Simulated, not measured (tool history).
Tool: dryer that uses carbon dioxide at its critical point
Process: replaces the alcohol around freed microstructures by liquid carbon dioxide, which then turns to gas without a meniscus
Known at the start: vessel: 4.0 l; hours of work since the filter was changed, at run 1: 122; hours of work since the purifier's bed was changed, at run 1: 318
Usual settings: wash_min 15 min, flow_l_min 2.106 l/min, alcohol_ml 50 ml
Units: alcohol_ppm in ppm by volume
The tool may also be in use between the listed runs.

| run | hour | wash_min | flow_l_min | alcohol_ml | hours of work since the filter was changed | hours of work since the purifier's bed was changed | alcohol_ppm |
|---|---|---|---|---|---|---|---|
| 1 | 0.0 | 15 | 2.106 | 50 | 122 | 318 | 71 |
| 2 | 20.0 | 15 | 2.600 | 50 | 135 | 331 | 36 |
| 3 | 37.8 | 15 | 2.600 | 50 | 146 | 342 | 41 |
| 4 | 54.9 | 15 | 2.600 | 50 | 157 | 353 | 33 |
| 5 | 67.1 | 15 | 2.106 | 22 | 165 | 361 | 47 |
| 6 | 79.7 | 15 | 2.360 | 22 | 173 | 369 | 43 |
| 7 | 96.0 | 15 | 2.360 | 22 | 184 | 380 | 37 |
| 8 | 108.9 | 15 | 2.360 | 22 | 192 | 388 | 45 |
| 9 | 122.1 | 15 | 2.360 | 22 | 200 | 397 | 41 |
| 10 | 137.7 | 15 | 2.360 | 22 | 210 | 407 | 33 |
|  | 156.4 | inlet filter changed |
| 11 | 156.4 | 15 | 2.360 | 22 | 0 | 418 | 32 |
| 12 | 168.3 | 15 | 2.106 | 50 | 8 | 426 | 63 |
| 13 | 187.2 | 19 | 2.106 | 50 | 20 | 438 | 35 |
| 14 | 204.1 | 11 | 2.106 | 50 | 31 | 449 | 217 |
| 15 | 224.7 | 19 | 2.106 | 48 | 44 | 462 | 48 |
| 16 | 240.3 | 19 | 2.106 | 48 | 54 | 472 | 34 |
| 17 | 261.0 | 19 | 1.480 | 48 | 67 | 485 | 108 |
| 18 | 280.5 | 19 | 1.440 | 48 | 80 | 498 | 130 |
| 19 | 299.8 | 15 | 2.106 | 38 | 92 | 510 | 75 |
| 20 | 320.3 | 10 | 2.106 | 82 | 105 | 523 | 546 |
| 21 | 339.2 | 10 | 2.106 | 82 | 117 | 535 | 557 |
| 22 | 348.4 | 10 | 2.106 | 82 | 123 | 541 | 563 |
| 23 | 363.8 | 10 | 2.106 | 82 | 133 | 551 | 571 |
| 24 | 373.3 | 21 | 2.810 | 32 | 139 | 557 | 38 |
| 25 | 385.1 | 9 | 2.410 | 50 | 147 | 565 | 330 |
| 26 | 404.8 | 20 | 2.690 | 50 | 159 | 577 | 37 |

4 ways to go on from here, each from the tool as it stands after run 26. What would each give?
| A | 419.9 | 19 | 1.370 | 50 | 169 | 587 | ? |
| B | 419.9 | 20 | 1.290 | 61 | 169 | 587 | ? |
| C | 419.9 | 15 | 2.560 | 55 | 169 | 587 | ? |
| D | 419.9 | 12 | 1.600 | 75 | 169 | 587 | ? |

| run | alcohol_ppm |
|---|---|
| A | 177 |
| B | 211 |
| C | 58 |
| D | 729 |
Without the tool's hidden state the same runs would have given:
| run | alcohol_ppm |
|---|---|
| A | 102 |
| B | 124 |
| C | 17 |
| D | 535 |
